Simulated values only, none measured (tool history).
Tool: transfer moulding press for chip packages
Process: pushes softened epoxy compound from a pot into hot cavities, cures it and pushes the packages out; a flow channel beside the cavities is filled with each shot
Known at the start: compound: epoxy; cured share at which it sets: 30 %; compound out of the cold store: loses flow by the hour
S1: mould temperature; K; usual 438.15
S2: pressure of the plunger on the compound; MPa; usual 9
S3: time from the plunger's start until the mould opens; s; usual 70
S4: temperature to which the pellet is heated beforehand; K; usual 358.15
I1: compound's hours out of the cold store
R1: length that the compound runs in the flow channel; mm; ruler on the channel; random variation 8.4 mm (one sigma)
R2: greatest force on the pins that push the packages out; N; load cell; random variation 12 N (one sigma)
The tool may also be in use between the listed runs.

run     day      S1  S2  S3      S4    I1   R1    R2
  1       0  438.15   9  70  358.15  33.2  846   647
      0.738  -- cavities cleaned with cleaning compound and waxed
      2.167  -- cavities cleaned with cleaning compound and waxed
  2   3.371  438.15   9  70  358.15  37.1  811   752
      3.738  -- cavities cleaned with cleaning compound and waxed
      5.192  -- cavities cleaned with cleaning compound and waxed
  3   5.308  438.15   9  70  358.15  11.6  922   582
      6.704  -- cavities cleaned with cleaning compound and waxed
  4   8.008  438.15   9  70  358.15  35.8  786   731
      8.238  -- cavities cleaned with cleaning compound and waxed
      9.692  -- cavities cleaned with cleaning compound and waxed
  5  10.112  438.15   9  70  358.15  13.1  875   659
     10.742  -- plunger's sealing rings changed
     11.321  -- cavities cleaned with cleaning compound and waxed
     12.842  -- cavities cleaned with cleaning compound and waxed
  6  13.721  438.15   9  70  358.15    30  866   719
     14.258  -- cavities cleaned with cleaning compound and waxed
     15.871  -- cavities cleaned with cleaning compound and waxed
  7  17.221  438.15   9  70  358.15  21.8  869   806
     17.438  -- cavities cleaned with cleaning compound and waxed
     18.283  -- mould's thermocouples calibrated
     19.162  -- cavities cleaned with cleaning compound and waxed
  8  19.438  438.15   9  70  358.15  19.9  876   660
     20.671  -- cavities cleaned with cleaning compound and waxed
     22.296  -- cavities cleaned with cleaning compound and waxed
  9  22.512  434.15   9  70  358.15    32  815   834
     23.788  -- cavities cleaned with cleaning compound and waxed
 10  23.983  434.15   9  70  358.15  22.8  836   794
     25.067  -- plunger's sealing rings changed
     25.483  -- cavities cleaned with cleaning compound and waxed
 11  26.562  434.15   9  70  358.15  11.8  989  1166
     26.929  -- cavities cleaned with cleaning compound and waxed
     28.475  -- cavities cleaned with cleaning compound and waxed
 12  29.796  434.15   9  70  358.15  30.1  865  1086
     30.042  -- cavities cleaned with cleaning compound and waxed
 13  31.346  434.15   9  94  365.15  43.7  772   607
       31.6  -- cavities cleaned with cleaning compound and waxed
     33.046  -- cavities cleaned with cleaning compound and waxed
 14  33.433  438.15   9  65  358.15  23.6  870   784

Run 15 comes next. What will it give?
     34.604  -- cavities cleaned with cleaning compound and waxed
     36.188  -- cavities cleaned with cleaning compound and waxed
 15  36.554  438.15   9  65  358.15  33.9   ?   ?

R1: 796 mm
R2: 729 N
Without the tool's hidden state the same run would have given R1 867 mm, R2 617 N.

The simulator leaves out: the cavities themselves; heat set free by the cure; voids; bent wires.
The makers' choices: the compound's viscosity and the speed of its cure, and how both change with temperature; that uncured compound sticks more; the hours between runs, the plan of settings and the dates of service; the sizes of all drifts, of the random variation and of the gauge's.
